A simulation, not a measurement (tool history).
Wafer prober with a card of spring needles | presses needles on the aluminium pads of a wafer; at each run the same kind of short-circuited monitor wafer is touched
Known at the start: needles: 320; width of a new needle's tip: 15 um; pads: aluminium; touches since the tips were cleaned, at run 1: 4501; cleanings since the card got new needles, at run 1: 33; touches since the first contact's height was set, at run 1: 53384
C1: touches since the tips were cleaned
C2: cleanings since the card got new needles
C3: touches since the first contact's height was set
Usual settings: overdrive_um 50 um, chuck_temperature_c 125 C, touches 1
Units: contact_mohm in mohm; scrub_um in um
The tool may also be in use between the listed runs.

{"run": 1, "hour": 0.0, "overdrive_um": 50, "chuck_temperature_c": 125, "touches": 1, "C1": 4501, "C2": 33, "C3": 53384, "contact_mohm": 214, "scrub_um": 11.89}
{"hour": 7.9, "done": "tips cleaned on abrasive film"}
{"run": 2, "hour": 18.1, "overdrive_um": 50, "chuck_temperature_c": 125, "touches": 1, "C1": 4397, "C2": 34, "C3": 61156, "contact_mohm": 295, "scrub_um": 11.79}
{"hour": 27.3, "done": "tips cleaned on abrasive film"}
{"run": 3, "hour": 36.0, "overdrive_um": 50, "chuck_temperature_c": 125, "touches": 1, "C1": 3759, "C2": 35, "C3": 68858, "contact_mohm": 220, "scrub_um": 11.75}
{"hour": 44.9, "done": "tips cleaned on abrasive film"}
{"run": 4, "hour": 52.1, "overdrive_um": 50, "chuck_temperature_c": 125, "touches": 1, "C1": 3128, "C2": 36, "C3": 75788, "contact_mohm": 213, "scrub_um": 11.72}
{"hour": 61.9, "done": "tips cleaned on abrasive film"}
{"run": 5, "hour": 74.1, "overdrive_um": 50, "chuck_temperature_c": 65, "touches": 1, "C1": 5247, "C2": 37, "C3": 85235, "contact_mohm": 238, "scrub_um": 11.6}
{"hour": 79.2, "done": "tips cleaned on abrasive film"}
{"run": 6, "hour": 89.6, "overdrive_um": 62, "chuck_temperature_c": 125, "touches": 1, "C1": 4466, "C2": 38, "C3": 91890, "contact_mohm": 204, "scrub_um": 14.67}
{"hour": 98.4, "done": "tips cleaned on abrasive film"}
{"run": 7, "hour": 109.0, "overdrive_um": 50, "chuck_temperature_c": 125, "touches": 1, "C1": 4588, "C2": 39, "C3": 100267, "contact_mohm": 234, "scrub_um": 11.63}
{"hour": 115.5, "done": "tips cleaned on abrasive film"}
{"hour": 115.8, "done": "height of the first contact set anew"}
{"hour": 133.2, "done": "tips cleaned on abrasive film"}
{"run": 8, "hour": 140.1, "overdrive_um": 37, "chuck_temperature_c": 125, "touches": 1, "C1": 2983, "C2": 41, "C3": 10477, "contact_mohm": 253, "scrub_um": 8.83}
{"hour": 150.4, "done": "tips cleaned on abrasive film"}
{"run": 9, "hour": 166.2, "overdrive_um": 50, "chuck_temperature_c": 30, "touches": 1, "C1": 6848, "C2": 42, "C3": 21731, "contact_mohm": 249, "scrub_um": 12.08}
{"hour": 168.8, "done": "tips cleaned on abrasive film"}
{"run": 10, "hour": 183.5, "overdrive_um": 50, "chuck_temperature_c": 30, "touches": 1, "C1": 6364, "C2": 43, "C3": 29162, "contact_mohm": 248, "scrub_um": 12.0}
{"hour": 186.9, "done": "tips cleaned on abrasive film"}
{"hour": 205.4, "done": "tips cleaned on abrasive film"}
{"run": 11, "hour": 218.7, "overdrive_um": 50, "chuck_temperature_c": 125, "touches": 1, "C1": 5752, "C2": 45, "C3": 44287, "contact_mohm": 237, "scrub_um": 11.96}
{"hour": 224.7, "done": "tips cleaned on abrasive film"}
{"hour": 231.1, "done": "tips cleaned on abrasive film, once more"}
{"run": 12, "hour": 236.6, "overdrive_um": 50, "chuck_temperature_c": 125, "touches": 1, "C1": 2367, "C2": 47, "C3": 51938, "contact_mohm": 199, "scrub_um": 11.92}
{"hour": 251.2, "done": "tips cleaned on abrasive film"}
{"run": 13, "hour": 257.1, "overdrive_um": 59, "chuck_temperature_c": 50, "touches": 2, "C1": 2545, "C2": 48, "C3": 60754, "contact_mohm": 165, "scrub_um": 14.1}
{"hour": 270.4, "done": "tips cleaned on abrasive film"}
{"hour": 288.7, "done": "tips cleaned on abrasive film"}
{"run": 14, "hour": 291.5, "overdrive_um": 59, "chuck_temperature_c": 50, "touches": 2, "C1": 1215, "C2": 50, "C3": 75559, "contact_mohm": 151, "scrub_um": 13.93}
{"hour": 308.3, "done": "tips cleaned on abrasive film"}
{"run": 15, "hour": 313.8, "overdrive_um": 59, "chuck_temperature_c": 50, "touches": 2, "C1": 2381, "C2": 51, "C3": 85135, "contact_mohm": 164, "scrub_um": 14.0}
{"hour": 326.3, "done": "tips cleaned on abrasive film"}
{"run": 16, "hour": 335.1, "overdrive_um": 59, "chuck_temperature_c": 50, "touches": 2, "C1": 3831, "C2": 52, "C3": 94322, "contact_mohm": 173, "scrub_um": 13.9}
{"hour": 344.8, "done": "tips cleaned on abrasive film"}
{"hour": 357.2, "done": "height of the first contact set anew"}
{"hour": 362.0, "done": "tips cleaned on abrasive film"}
{"run": 17, "hour": 364.4, "overdrive_um": 32, "chuck_temperature_c": 92, "touches": 1, "C1": 1038, "C2": 54, "C3": 3086, "contact_mohm": 231, "scrub_um": 7.68}
{"hour": 379.6, "done": "tips cleaned on abrasive film"}
{"run": 18, "hour": 389.1, "overdrive_um": 33, "chuck_temperature_c": 55, "touches": 2, "C1": 4093, "C2": 55, "C3": 13715, "contact_mohm": 259, "scrub_um": 8.01}
{"hour": 399.0, "done": "tips cleaned on abrasive film"}
{"run": 19, "hour": 410.9, "overdrive_um": 33, "chuck_temperature_c": 55, "touches": 2, "C1": 5155, "C2": 56, "C3": 23095, "contact_mohm": 270, "scrub_um": 7.89}
{"hour": 417.4, "done": "tips cleaned on abrasive film"}
{"run": 20, "hour": 428.6, "overdrive_um": 56, "chuck_temperature_c": 55, "touches": 1, "C1": 4827, "C2": 57, "C3": 30698, "contact_mohm": 217, "scrub_um": 13.43}
{"hour": 434.3, "done": "tips cleaned on abrasive film"}
{"hour": 452.0, "done": "tips cleaned on abrasive film"}
{"run": 21, "hour": 465.0, "overdrive_um": 64, "chuck_temperature_c": 36, "touches": 3, "C1": 5600, "C2": 59, "C3": 46351, "contact_mohm": 157, "scrub_um": 15.28}
{"hour": 470.2, "done": "tips cleaned on abrasive film"}
{"run": 22, "hour": 483.4, "overdrive_um": 36, "chuck_temperature_c": 31, "touches": 2, "C1": 5728, "C2": 60, "C3": 54286, "contact_mohm": 258, "scrub_um": 8.52}

Forecast each of these 4 alternatives for the next run:
{"hour": 487.3, "done": "tips cleaned on abrasive film"}
{"run": "A", "hour": 499.5, "overdrive_um": 41, "chuck_temperature_c": 26, "touches": 3, "C1": 5269, "C2": 61, "C3": 61195, "contact_mohm": "?", "scrub_um": "?"}
{"hour": 487.3, "done": "tips cleaned on abrasive film"}
{"run": "B", "hour": 499.5, "overdrive_um": 36, "chuck_temperature_c": 31, "touches": 2, "C1": 5269, "C2": 61, "C3": 61195, "contact_mohm": "?", "scrub_um": "?"}
{"hour": 487.3, "done": "tips cleaned on abrasive film"}
{"run": "C", "hour": 499.5, "overdrive_um": 36, "chuck_temperature_c": 31, "touches": 2, "C1": 5269, "C2": 61, "C3": 61195, "contact_mohm": "?", "scrub_um": "?"}
{"hour": 487.3, "done": "tips cleaned on abrasive film"}
{"run": "D", "hour": 499.5, "overdrive_um": 47, "chuck_temperature_c": 31, "touches": 1, "C1": 5269, "C2": 61, "C3": 61195, "contact_mohm": "?", "scrub_um": "?"}

run=A contact_mohm=193 scrub_um=9.70
run=B contact_mohm=254 scrub_um=8.50
run=C contact_mohm=259 scrub_um=8.49
run=D contact_mohm=260 scrub_um=11.12
Without the tool's hidden state the same runs would have given:
run=A contact_mohm=133 scrub_um=9.92
run=B contact_mohm=132 scrub_um=8.71
run=C contact_mohm=135 scrub_um=8.71
run=D contact_mohm=133 scrub_um=11.33

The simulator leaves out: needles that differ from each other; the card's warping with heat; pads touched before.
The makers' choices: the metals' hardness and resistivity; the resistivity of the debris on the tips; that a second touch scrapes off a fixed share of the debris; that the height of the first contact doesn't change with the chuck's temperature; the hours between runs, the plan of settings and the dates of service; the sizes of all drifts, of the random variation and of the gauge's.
